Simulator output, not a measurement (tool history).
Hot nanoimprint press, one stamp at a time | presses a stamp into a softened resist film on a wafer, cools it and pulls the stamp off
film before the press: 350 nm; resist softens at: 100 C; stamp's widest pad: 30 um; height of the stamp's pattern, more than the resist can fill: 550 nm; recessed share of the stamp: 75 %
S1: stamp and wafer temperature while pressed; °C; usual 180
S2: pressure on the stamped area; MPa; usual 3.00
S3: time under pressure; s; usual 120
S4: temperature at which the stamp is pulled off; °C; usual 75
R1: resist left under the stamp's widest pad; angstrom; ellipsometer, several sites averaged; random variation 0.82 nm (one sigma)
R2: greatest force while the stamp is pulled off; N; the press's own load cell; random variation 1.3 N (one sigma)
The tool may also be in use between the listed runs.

run   hour   S1    S2   S3  S4    R1   R2
  1    0.0  180  3.00  120  75  1983  147
  2    6.8  180  3.00  120  75  1992  146
  3   15.4  180  3.00  120  68  1991  157
  4   19.6  180  3.00  120  68  1996  157
  5   29.2  180  3.00  120  69  2004  156
  6   35.5  180  3.00  120  69  2016  156
  7   40.5  180  3.00  120  75  2015  147
  8   49.4  180  3.00  120  75  2025  145
  9   56.0  180  3.00  120  75  2023  145
 10   64.1  176  3.00  120  75  2252  145
 11   73.4  176  3.00  120  75  2276  146
 12   81.2  180  4.12  120  75  1803  147
 13   86.8  179  3.00  120  75  2093  146
 14   90.7  179  3.00  120  75  2093  146
 15   95.1  179  3.00  120  75  2082  146
 16  101.4  179  3.00  120  74  2088  148
 17  108.0  169  2.71  101  75  2857  147
     114.8  -- stamp cleaned and given a new release coat
     116.4  -- gauge calibrated
 18  123.0  188  4.13  120  75  1373  146
 19  131.8  188  4.13  120  75  1369  144
 20  139.9  188  4.46  120  75  1321  146
 21  144.4  178  3.00  123  76  2108  145
 22  149.4  175  1.97   72  69  2857  153
 23  157.9  175  1.97   72  69  2859  156
 24  163.2  171  3.49   72  69  2765  156
 25  168.0  171  1.93  148  69  2717  154
 26  174.8  180  1.89  120  72  2344  149
 27  182.0  180  3.13  102  68  2101  156
 28  189.5  180  3.93  120  75  1813  147
 29  194.5  180  3.93  120  75  1838  145
 30  199.8  169  3.00   77  76  2933  144

4 ways to go on from here, each from the tool as it stands after run 30. What would each give?
  A  208.7  169  2.24   77  76   ?   ?
  B  208.7  175  2.53   77  76   ?   ?
  C  208.7  189  3.00  192  72   ?   ?
  D  208.7  169  3.44  238  63   ?   ?

run    R1   R2
  A  3095  144
  B  2719  146
  C  1280  149
  D  2175  165
Without the tool's hidden state the same runs would have given:
run    R1   R2
  A  3034  143
  B  2666  146
  C  1254  149
  D  2131  164
